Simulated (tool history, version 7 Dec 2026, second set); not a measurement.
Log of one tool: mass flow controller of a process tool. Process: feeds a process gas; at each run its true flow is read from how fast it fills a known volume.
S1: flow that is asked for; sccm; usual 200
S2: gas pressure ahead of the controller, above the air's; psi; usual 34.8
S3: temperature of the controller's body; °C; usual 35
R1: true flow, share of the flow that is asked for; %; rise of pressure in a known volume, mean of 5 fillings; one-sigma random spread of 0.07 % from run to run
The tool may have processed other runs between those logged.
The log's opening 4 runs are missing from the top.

run,day,S1,S2,S3,R1
5,34.450,83,34.8,35,96.58
6,45.062,83,34.8,32,96.54
7,54.229,83,34.8,28,96.61
8,59.558,83,34.8,28,96.43
9,68.712,83,34.8,28,96.47
10,76.342,83,34.8,28,96.29
11,84.771,83,34.8,28,96.26
12,93.992,200,25.8,35,96.92
13,101.429,200,25.8,35,96.76
14,112.942,200,34.8,35,96.87
15,120.167,200,34.8,35,97.08
16,130.017,218,34.8,35,96.94
17,136.033,218,34.8,35,96.92
18,142.138,200,34.8,35,96.73
19,147.992,200,34.8,35,96.84
20,153.138,173,29.9,33,96.46
21,161.325,173,23.4,33,96.21
22,167.946,264,34.7,23,97.47

Run 23 is up next; what results do you expect?
23,175.233,442,20.3,22,?

R1: 97.62 %
With the hidden condition absent and the run-to-run variation left alone, this run would have shown R1 99.72 %.

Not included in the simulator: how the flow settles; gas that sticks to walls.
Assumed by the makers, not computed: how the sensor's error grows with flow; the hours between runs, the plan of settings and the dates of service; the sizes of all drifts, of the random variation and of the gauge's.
